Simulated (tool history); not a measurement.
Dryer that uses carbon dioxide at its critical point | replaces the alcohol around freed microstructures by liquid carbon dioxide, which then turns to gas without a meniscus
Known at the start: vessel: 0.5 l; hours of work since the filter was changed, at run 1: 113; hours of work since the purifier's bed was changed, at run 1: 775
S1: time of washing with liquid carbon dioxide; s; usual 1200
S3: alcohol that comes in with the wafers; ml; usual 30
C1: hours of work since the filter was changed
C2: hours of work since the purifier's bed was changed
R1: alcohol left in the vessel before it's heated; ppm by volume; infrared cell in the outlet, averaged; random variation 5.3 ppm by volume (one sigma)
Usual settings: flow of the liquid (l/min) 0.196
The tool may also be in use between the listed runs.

{"run": 1, "hour": 0.0, "S1": 1200, "flow of the liquid (l/min)": 0.196, "S3": 30, "C1": 113, "C2": 775, "R1": 285}
{"run": 2, "hour": 38.6, "S1": 1200, "flow of the liquid (l/min)": 0.196, "S3": 42, "C1": 125, "C2": 788, "R1": 339}
{"run": 3, "hour": 83.0, "S1": 1200, "flow of the liquid (l/min)": 0.196, "S3": 42, "C1": 140, "C2": 803, "R1": 339}
{"run": 4, "hour": 131.8, "S1": 1200, "flow of the liquid (l/min)": 0.196, "S3": 30, "C1": 156, "C2": 819, "R1": 296}
{"run": 5, "hour": 168.6, "S1": 1200, "flow of the liquid (l/min)": 0.196, "S3": 21, "C1": 168, "C2": 831, "R1": 252}
{"run": 6, "hour": 228.3, "S1": 1200, "flow of the liquid (l/min)": 0.196, "S3": 21, "C1": 188, "C2": 850, "R1": 258}
{"run": 7, "hour": 284.3, "S1": 1200, "flow of the liquid (l/min)": 0.216, "S3": 30, "C1": 206, "C2": 869, "R1": 240}
{"run": 8, "hour": 315.5, "S1": 1200, "flow of the liquid (l/min)": 0.216, "S3": 23, "C1": 217, "C2": 879, "R1": 218}
{"run": 9, "hour": 383.4, "S1": 1200, "flow of the liquid (l/min)": 0.216, "S3": 23, "C1": 239, "C2": 902, "R1": 230}
{"run": 10, "hour": 435.5, "S1": 1200, "flow of the liquid (l/min)": 0.216, "S3": 23, "C1": 256, "C2": 919, "R1": 242}
{"run": 11, "hour": 484.4, "S1": 1200, "flow of the liquid (l/min)": 0.216, "S3": 23, "C1": 272, "C2": 935, "R1": 254}
{"run": 12, "hour": 539.8, "S1": 1920, "flow of the liquid (l/min)": 0.147, "S3": 33, "C1": 290, "C2": 953, "R1": 236}
{"run": 13, "hour": 603.7, "S1": 1920, "flow of the liquid (l/min)": 0.147, "S3": 33, "C1": 311, "C2": 974, "R1": 252}
{"run": 14, "hour": 661.1, "S1": 780, "flow of the liquid (l/min)": 0.27, "S3": 30, "C1": 330, "C2": 993, "R1": 473}
{"run": 15, "hour": 714.5, "S1": 1440, "flow of the liquid (l/min)": 0.27, "S3": 66, "C1": 348, "C2": 1011, "R1": 200}

Forecast each of these 4 alternatives for the next run:
{"run": "A", "hour": 755.4, "S1": 840, "flow of the liquid (l/min)": 0.203, "S3": 106, "C1": 361, "C2": 1024, "R1": "?"}
{"run": "B", "hour": 755.4, "S1": 1200, "flow of the liquid (l/min)": 0.2, "S3": 51, "C1": 361, "C2": 1024, "R1": "?"}
{"run": "C", "hour": 755.4, "S1": 1200, "flow of the liquid (l/min)": 0.228, "S3": 22, "C1": 361, "C2": 1024, "R1": "?"}
{"run": "D", "hour": 755.4, "S1": 1140, "flow of the liquid (l/min)": 0.15, "S3": 48, "C1": 361, "C2": 1024, "R1": "?"}

run=A R1=3347
run=B R1=481
run=C R1=243
run=D R1=1786
Without the tool's hidden state the same runs would have given:
run=A R1=2012
run=B R1=159
run=C R1=36
run=D R1=1028

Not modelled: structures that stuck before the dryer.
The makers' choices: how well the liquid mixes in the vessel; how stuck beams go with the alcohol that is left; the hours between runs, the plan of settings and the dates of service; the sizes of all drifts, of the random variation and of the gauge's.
